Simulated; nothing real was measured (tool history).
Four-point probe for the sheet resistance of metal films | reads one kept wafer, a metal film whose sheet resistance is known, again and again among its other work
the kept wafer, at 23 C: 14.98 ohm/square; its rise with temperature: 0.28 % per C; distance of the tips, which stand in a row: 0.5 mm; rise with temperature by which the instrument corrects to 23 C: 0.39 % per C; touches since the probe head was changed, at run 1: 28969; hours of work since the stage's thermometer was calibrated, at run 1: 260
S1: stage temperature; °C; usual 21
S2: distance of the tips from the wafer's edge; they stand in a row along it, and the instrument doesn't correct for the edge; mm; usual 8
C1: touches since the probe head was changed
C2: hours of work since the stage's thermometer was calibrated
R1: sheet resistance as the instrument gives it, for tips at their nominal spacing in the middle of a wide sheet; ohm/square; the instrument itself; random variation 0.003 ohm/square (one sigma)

run 1 day=0.000 | S1=21 S2=8 | C1=28969 C2=260 | R1=15.008464
run 2 day=0.667 | S1=21 S2=8 | C1=29780 C2=271 | R1=15.012999
run 3 day=1.025 | S1=21 S2=8 | C1=30214 C2=277 | R1=15.010090
run 4 day=1.650 | S1=21 S2=8 | C1=30975 C2=287 | R1=15.011965
run 5 day=2.117 | S1=21 S2=8 | C1=31539 C2=295 | R1=15.008139
run 6 day=2.450 | S1=20 S2=8 | C1=31944 C2=300 | R1=15.021775
run 7 day=2.933 | S1=21 S2=3 | C1=32534 C2=308 | R1=15.200441
run 8 day=3.367 | S1=21 S2=3 | C1=33060 C2=315 | R1=15.197576
run 9 day=3.696 | S1=21 S2=16 | C1=33458 C2=321 | R1=14.984623
run 10 day=4.092 | S1=21 S2=8 | C1=33943 C2=327 | R1=15.003709
run 11 day=4.833 | S1=34 S2=8 | C1=34843 C2=340 | R1=14.807352
run 12 day=5.454 | S1=34 S2=8 | C1=35595 C2=350 | R1=14.809425
run 13 day=5.800 | S1=26 S2=8 | C1=36017 C2=356 | R1=14.931002
run 14 day=6.150 | S1=26 S2=12 | C1=36439 C2=361 | R1=14.915467
run 15 day=6.900 | S1=23 S2=9 | C1=37351 C2=374 | R1=14.961293
run 16 day=7.529 | S1=19 S2=28 | C1=38115 C2=384 | R1=15.011108
run 17 day=8.233 | S1=19 S2=28 | C1=38972 C2=396 | R1=15.008390
run 18 day=8.917 | S1=19 S2=28 | C1=39803 C2=407 | R1=15.005846
run 19 day=9.667 | S1=19 S2=28 | C1=40715 C2=420 | R1=15.007572
run 20 day=10.362 | S1=24 S2=37 | C1=41560 C2=431 | R1=14.922401
run 21 day=10.696 | S1=35 S2=40 | C1=41966 C2=437 | R1=14.753089

Forecast each of these 3 alternatives for the next run:
run A day=11.029 | S1=22 S2=3 | C1=42368 C2=442 | R1=?
run B day=11.029 | S1=22 S2=24 | C1=42368 C2=442 | R1=?
run C day=11.029 | S1=23 S2=54 | C1=42368 C2=442 | R1=?

run=A R1=15.174963
run=B R1=14.953808
run=C R1=14.941189
Without the tool's hidden state the same runs would have given:
run=A R1=15.218781
run=B R1=14.997034
run=C R1=14.984372
